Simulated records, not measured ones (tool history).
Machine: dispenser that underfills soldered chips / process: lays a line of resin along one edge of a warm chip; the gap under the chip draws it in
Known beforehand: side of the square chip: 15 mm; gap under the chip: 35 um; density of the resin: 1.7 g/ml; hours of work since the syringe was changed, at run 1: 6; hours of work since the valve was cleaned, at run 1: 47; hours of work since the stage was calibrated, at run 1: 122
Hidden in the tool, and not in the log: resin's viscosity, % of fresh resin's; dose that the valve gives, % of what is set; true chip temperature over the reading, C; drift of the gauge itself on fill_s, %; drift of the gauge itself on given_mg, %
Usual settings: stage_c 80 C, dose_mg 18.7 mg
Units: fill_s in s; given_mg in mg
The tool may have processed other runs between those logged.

run   hour  stage_c  dose_mg  hours of work since the syringe was changed  hours of work since the valve was cleaned  hours of work since the stage was calibrated  fill_s  given_mg
  1      0       80     18.7                                            6                                         47                                           122   911.6     18.15
       1.6  -- new syringe of resin
  2    5.5       80     23.6                                            3                                         51                                           126   705.9     22.95
  3    8.6       80     23.6                                            5                                         53                                           129   852.2     22.89
      10.7  -- new syringe of resin
  4   12.3       83     18.7                                            1                                         56                                           131     603     18.03
  5   15.6       80     18.7                                            4                                         59                                           134     797     18.02
      19.8  -- new syringe of resin
  6     21       80     18.7                                            1                                         62                                           138   611.8        18
  7   26.2       86     18.7                                            5                                         67                                           142   681.2     17.78
      29.1  -- new syringe of resin
  8     30       86     18.7                                            1                                         69                                           144   502.6     17.89
  9     34       86     18.7                                            4                                         72                                           148   620.7     17.82
 10   36.4       75     18.7                                            6                                         74                                           149  1053.8      17.8
      38.4  -- new syringe of resin
 11   39.4       75     18.7                                            1                                         76                                           151   746.6     17.72
 12   41.6       80     18.7                                            2                                         78                                           153   710.3      17.7
 13   43.9       80     18.7                                            4                                         80                                           155     812     17.63
 14   46.9       71     18.7                                            7                                         82                                           157  1340.8     17.75
      47.6  -- new syringe of resin
 15   51.8       71     18.7                                            3                                         86                                           161  1025.1     17.66
      56.9  -- new syringe of resin
 16   57.4       71     18.7                                            0                                         90                                           165   835.5     17.55
 17   60.6       71     18.7                                            3                                         92                                           167  1023.8     17.67
 18   63.9       71     18.7                                            5                                         95                                           170  1236.3     17.58
        66  -- new syringe of resin
      67.2  -- dispensing valve cleaned and set on the balance
 19   69.5       71     18.7                                            2                                          2                                           173     919     18.54
 20   73.6       71     18.7                                            5                                          5                                           177  1149.6     18.69
      76.1  -- new syringe of resin
 21   76.2       75     16.8                                            0                                          7                                           178   736.2     16.61
 22   78.6       69     23.4                                            2                                          9                                           180   983.3     23.22
 23   83.1       69     23.4                                            5                                         12                                           184  1264.8     23.12
      85.2  -- new syringe of resin
 24   86.8       73     16.5                                            1                                         15                                           186   857.5     16.21
 25   90.9       82       18                                            4                                         18                                           189   774.4     17.68
      94.6  -- new syringe of resin
 26   95.1       80     19.4                                            0                                         21                                           192   592.5     19.13
 27     98       70     17.6                                            3                                         23                                           195  1045.3     17.23
 28    103       70     17.6                                            7                                         27                                           199  1382.4     17.38
     104.1  -- new syringe of resin
 29  108.3       70     17.6                                            3                                         31                                           202  1087.7     17.35
 30  111.3       91     19.9                                            6                                         33                                           205   612.6     19.52
     113.4  -- new syringe of resin
 31  115.6       78       17                                            2                                         36                                           208   739.9     16.66
 32  120.8       78     21.7                                            6                                         40                                           212   933.3     21.14
     122.7  -- new syringe of resin
 33  125.1       71     19.9                                            2                                         43                                           215   913.4     19.26
 34  127.6       71     19.9                                            4                                         45                                           217  1088.8      19.6
     132.1  -- new syringe of resin
 35  132.7       71     19.9                                            0                                         49                                           221   849.7     19.46
 36  136.2       68       20                                            3                                         52                                           223  1166.1     19.32

For some of the steps in fill_s from one run to the next: how much would appear even if the tool had no hidden state, given the settings, what came in and random variation, and how much remains for the hidden state plus any gauge scatter that the measured result and the result without hidden state don't share?
Run 13 -> 14: stage_c 80 -> 71. fill_s +528.8 s: hidden state +313.2, all else +215.6.
Run 20 -> 21: stage_c 71 -> 75, dose_mg 18.7 -> 16.8, new syringe of resin. fill_s -413.4 s: hidden state -340.4, all else -73.
Run 23 -> 24: stage_c 69 -> 73, dose_mg 23.4 -> 16.5, new syringe of resin. fill_s -407.3 s: hidden state -351.3, all else -56.
Run 26 -> 27: stage_c 80 -> 70, dose_mg 19.4 -> 17.6. fill_s +452.8 s: hidden state +187.2, all else +265.6.
Run 27 -> 28: no setting changed, nothing entered. fill_s +337.1 s: hidden state +350.1, all else -13.
Run 29 -> 30: stage_c 70 -> 91, dose_mg 17.6 -> 19.9. fill_s -475.1 s: hidden state -47.8, all else -427.3.
